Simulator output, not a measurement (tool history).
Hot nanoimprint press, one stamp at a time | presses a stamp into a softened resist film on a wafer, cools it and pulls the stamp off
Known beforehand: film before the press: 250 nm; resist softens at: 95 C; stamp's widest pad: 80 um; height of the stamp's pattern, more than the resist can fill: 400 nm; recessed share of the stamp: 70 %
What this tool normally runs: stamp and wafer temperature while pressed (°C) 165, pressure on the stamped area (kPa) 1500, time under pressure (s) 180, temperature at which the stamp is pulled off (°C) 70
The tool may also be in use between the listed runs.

run	hour	stamp and wafer temperature while pressed (°C)	pressure on the stamped area (kPa)	time under pressure (s)	temperature at which the stamp is pulled off (°C)	resist left under the stamp's widest pad (angstrom)	greatest force while the stamp is pulled off (N)
1	0	165	1500	180	70	1034	234
2	7.1	168	1500	180	70	938	239
3	14.3	168	1500	180	70	940	241
4	22.6	168	1500	180	70	938	239
5	29.1	165	1500	180	70	1036	237
6	39.2	165	1500	180	59	1040	299
7	46.9	165	1500	180	59	1037	303
8	56	165	1500	180	59	1032	305
9	60.8	165	1500	180	70	1032	236
10	70.7	165	1500	180	70	1034	243
11	76.2	165	1500	180	70	1038	237
12	86.9	165	1500	180	66	1035	263
13	96.5	165	1500	180	66	1034	267
14	103.7	154	1500	180	70	1473	241
15	110.8	154	1500	180	70	1481	243
16	120.9	154	2320	304	70	1042	236
17	127.7	154	2320	304	70	1032	240
18	135.5	165	1560	96	63	1305	284
19	143.9	154	1050	172	55	1672	328
20	150.1	165	1500	180	72	1031	223
21	157.9	165	1500	180	72	1040	231
# hour 166.5: plate thermocouple calibrated
22	167.3	165	1500	180	72	1009	223
23	173.8	168	1160	178	68	1031	248
24	182.5	165	1500	180	60	1010	297
25	188.2	160	1500	200	70	1136	235
26	198.6	161	1300	143	70	1325	242
27	203.4	171	1630	180	70	811	243
28	210.7	171	1630	180	70	810	237
29	216.9	171	1160	180	70	934	239
30	222.6	171	1160	180	58	936	305

4 ways to go on from here, each from the tool as it stands after run 30. What would each give?
A	230.2	176	950	180	78	?	?
B	230.2	165	1500	209	70	?	?
C	230.2	171	1160	123	58	?	?
D	230.2	172	1160	180	58	?	?

run	resist left under the stamp's widest pad (angstrom)	greatest force while the stamp is pulled off (N)
A	880	194
B	949	237
C	1094	308
D	907	312
With the hidden condition removed and each run's random variation left untouched, the same runs would have given:
run	resist left under the stamp's widest pad (angstrom)	greatest force while the stamp is pulled off (N)
A	882	181
B	951	221
C	1096	287
D	909	290

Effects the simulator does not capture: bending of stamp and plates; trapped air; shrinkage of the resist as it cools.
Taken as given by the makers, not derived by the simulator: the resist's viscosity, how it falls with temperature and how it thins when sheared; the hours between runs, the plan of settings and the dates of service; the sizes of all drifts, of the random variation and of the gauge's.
